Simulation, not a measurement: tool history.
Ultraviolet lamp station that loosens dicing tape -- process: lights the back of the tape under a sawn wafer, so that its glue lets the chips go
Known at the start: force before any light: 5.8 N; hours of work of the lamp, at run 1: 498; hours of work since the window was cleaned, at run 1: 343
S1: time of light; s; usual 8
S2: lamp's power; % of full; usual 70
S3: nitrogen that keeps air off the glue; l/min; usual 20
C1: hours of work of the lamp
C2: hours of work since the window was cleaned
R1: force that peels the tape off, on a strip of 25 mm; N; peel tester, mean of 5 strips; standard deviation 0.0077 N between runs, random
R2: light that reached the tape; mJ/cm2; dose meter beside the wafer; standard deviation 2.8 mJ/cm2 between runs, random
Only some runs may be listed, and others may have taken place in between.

run 1 day=0 | S1=8 S2=70 S3=20 | C1=498 C2=343 | R1=0.285 R2=398
run 2 day=1.108 | S1=10 S2=70 S3=20 | C1=517 C2=362 | R1=0.169 R2=501
run 3 day=2.017 | S1=10 S2=70 S3=20 | C1=534 C2=378 | R1=0.18 R2=503
run 4 day=2.604 | S1=10 S2=70 S3=20 | C1=544 C2=389 | R1=0.175 R2=505
run 5 day=3.417 | S1=8 S2=70 S3=12 | C1=558 C2=403 | R1=0.502 R2=401
run 6 day=4.046 | S1=8 S2=70 S3=12 | C1=569 C2=414 | R1=0.505 R2=401
run 7 day=4.783 | S1=8 S2=70 S3=12 | C1=583 C2=427 | R1=0.51 R2=401
run 8 day=5.317 | S1=8 S2=70 S3=12 | C1=592 C2=437 | R1=0.507 R2=400
run 9 day=6.304 | S1=8 S2=70 S3=14 | C1=609 C2=454 | R1=0.437 R2=403
run 10 day=6.808 | S1=8 S2=70 S3=20 | C1=618 C2=463 | R1=0.306 R2=398
run 11 day=7.292 | S1=8 S2=70 S3=20 | C1=627 C2=472 | R1=0.303 R2=404
run 12 day=7.871 | S1=8 S2=70 S3=20 | C1=637 C2=482 | R1=0.302 R2=404
run 13 day=8.554 | S1=8 S2=70 S3=20 | C1=649 C2=494 | R1=0.304 R2=403
run 14 day=9.333 | S1=8 S2=70 S3=20 | C1=663 C2=508 | R1=0.306 R2=403
run 15 day=10.383 | S1=8 S2=70 S3=20 | C1=682 C2=527 | R1=0.301 R2=403
run 16 day=11.454 | S1=14 S2=70 S3=20 | C1=701 C2=546 | R1=0.092 R2=705
run 17 day=12.054 | S1=8 S2=70 S3=20 | C1=711 C2=556 | R1=0.293 R2=403
run 18 day=12.9 | S1=8 S2=70 S3=20 | C1=726 C2=571 | R1=0.313 R2=397
run 19 day=13.425 | S1=8 S2=70 S3=20 | C1=735 C2=580 | R1=0.302 R2=403
run 20 day=14.383 | S1=8 S2=70 S3=20 | C1=752 C2=597 | R1=0.298 R2=400
run 21 day=14.867 | S1=8 S2=70 S3=20 | C1=761 C2=606 | R1=0.305 R2=397
run 22 day=15.762 | S1=8 S2=70 S3=20 | C1=777 C2=622 | R1=0.306 R2=396
run 23 day=16.692 | S1=6 S2=72 S3=7 | C1=793 C2=638 | R1=1.282 R2=305
run 24 day=17.738 | S1=6 S2=72 S3=7 | C1=812 C2=657 | R1=1.259 R2=308
-- day=18.05 window cleaned of glue's vapour
run 25 day=18.4 | S1=6 S2=66 S3=20 | C1=823 C2=6 | R1=0.647 R2=285
run 26 day=19.383 | S1=6 S2=66 S3=20 | C1=841 C2=24 | R1=0.67 R2=287
run 27 day=20.083 | S1=6 S2=66 S3=20 | C1=853 C2=36 | R1=0.679 R2=285
run 28 day=20.921 | S1=6 S2=66 S3=13 | C1=868 C2=51 | R1=0.899 R2=282
run 29 day=21.829 | S1=6 S2=66 S3=13 | C1=884 C2=67 | R1=0.932 R2=283
run 30 day=22.379 | S1=6 S2=88 S3=13 | C1=894 C2=77 | R1=0.517 R2=380
run 31 day=23.425 | S1=6 S2=97 S3=22 | C1=912 C2=95 | R1=0.251 R2=413
run 32 day=24.221 | S1=6 S2=97 S3=22 | C1=926 C2=109 | R1=0.249 R2=415
run 33 day=25.108 | S1=5 S2=82 S3=19 | C1=942 C2=125 | R1=0.643 R2=297
run 34 day=25.679 | S1=15 S2=82 S3=7 | C1=952 C2=135 | R1=0.138 R2=872
run 35 day=26.392 | S1=15 S2=82 S3=7 | C1=965 C2=148 | R1=0.131 R2=881
run 36 day=27.021 | S1=5 S2=78 S3=17 | C1=976 C2=159 | R1=0.796 R2=283
run 37 day=27.596 | S1=8 S2=70 S3=18 | C1=986 C2=169 | R1=0.32 R2=395
run 38 day=28.075 | S1=5 S2=79 S3=30 | C1=994 C2=177 | R1=0.479 R2=284
run 39 day=28.892 | S1=5 S2=79 S3=30 | C1=1009 C2=192 | R1=0.481 R2=287
run 40 day=29.833 | S1=5 S2=79 S3=30 | C1=1026 C2=209 | R1=0.474 R2=286
run 41 day=30.679 | S1=5 S2=79 S3=30 | C1=1041 C2=224 | R1=0.464 R2=277
run 42 day=31.146 | S1=10 S2=68 S3=17 | C1=1049 C2=232 | R1=0.212 R2=488
run 43 day=31.942 | S1=9 S2=98 S3=18 | C1=1063 C2=246 | R1=0.118 R2=631

3 options for the next run, each taken on its own from the tool as it stands now. Forecast them:
run A day=32.796 | S1=8 S2=70 S3=16 | C1=1078 C2=261 | R1=? R2=?
run B day=32.796 | S1=5 S2=61 S3=18 | C1=1078 C2=261 | R1=? R2=?
run C day=32.796 | S1=15 S2=70 S3=23 | C1=1078 C2=261 | R1=? R2=?

run=A R1=0.377 R2=405
run=B R1=1.122 R2=217
run=C R1=0.095 R2=754
Take away the tool's hidden state, keep each run's random variation, and the runs would have read:
run=A R1=0.375 R2=406
run=B R1=1.117 R2=217
run=C R1=0.095 R2=756
